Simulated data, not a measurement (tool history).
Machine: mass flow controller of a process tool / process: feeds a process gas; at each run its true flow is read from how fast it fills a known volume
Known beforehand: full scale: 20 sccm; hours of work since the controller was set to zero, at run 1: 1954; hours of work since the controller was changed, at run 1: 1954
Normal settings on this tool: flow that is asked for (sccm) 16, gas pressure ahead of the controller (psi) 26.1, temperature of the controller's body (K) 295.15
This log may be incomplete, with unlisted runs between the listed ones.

| run | hour | flow that is asked for (sccm) | gas pressure ahead of the controller (psi) | temperature of the controller's body (K) | hours of work since the controller was set to zero | hours of work since the controller was changed | true flow (%) |
|---|---|---|---|---|---|---|---|
| 1 | 0 | 16 | 26.1 | 295.15 | 1954 | 1954 | 99.75 |
| 2 | 391.7 | 16 | 26.1 | 295.15 | 2077 | 2077 | 99.8 |
| 3 | 768.2 | 16 | 26.1 | 295.15 | 2195 | 2195 | 99.59 |
| 4 | 1262.4 | 16 | 26.1 | 295.15 | 2349 | 2349 | 99.64 |
| 5 | 1506.7 | 16 | 26.1 | 295.15 | 2426 | 2426 | 99.62 |
| 6 | 2051.8 | 16 | 26.1 | 295.15 | 2596 | 2596 | 99.62 |
| 7 | 2580 | 16 | 26.1 | 295.15 | 2761 | 2761 | 99.41 |
| 8 | 2961.8 | 16 | 26.1 | 295.15 | 2881 | 2881 | 99.42 |
| 9 | 3444.1 | 16 | 26.1 | 295.15 | 3032 | 3032 | 99.32 |
| 10 | 3681.2 | 8 | 26.1 | 301.15 | 3106 | 3106 | 97.44 |
| 11 | 4243.2 | 8 | 22.8 | 301.15 | 3281 | 3281 | 97.44 |
| 12 | 4655.7 | 19 | 32.1 | 295.15 | 3410 | 3410 | 99.34 |
| 13 | 5219.8 | 7 | 33.6 | 298.15 | 3587 | 3587 | 97.26 |
| 14 | 5528.2 | 7 | 33.6 | 298.15 | 3683 | 3683 | 97.23 |
| 15 | 5838.4 | 4 | 33.6 | 298.15 | 3780 | 3780 | 96.69 |
| 16 | 6257.9 | 4 | 33.6 | 298.15 | 3912 | 3912 | 96.63 |

Below, each run's measurement less what the same run would have read without the hidden state. Both values contain the same run-to-run variation, but the gauge's scatter may not be the same in both:
Unlogged tool condition in this case: flow at rest that the sensor doesn't see, % of full scale; true flow over the shown one, %; drift of the gauge itself on true_pct, %.
| run | true flow (%) |
|---|---|
| 1 | +0 |
| 2 | -0.05 |
| 3 | -0.11 |
| 4 | -0.17 |
| 5 | -0.21 |
| 6 | -0.28 |
| 7 | -0.36 |
| 8 | -0.41 |
| 9 | -0.48 |
| 10 | -0.5 |
| 11 | -0.59 |
| 12 | -0.65 |
| 13 | -0.72 |
| 14 | -0.76 |
| 15 | -0.81 |
| 16 | -0.87 |
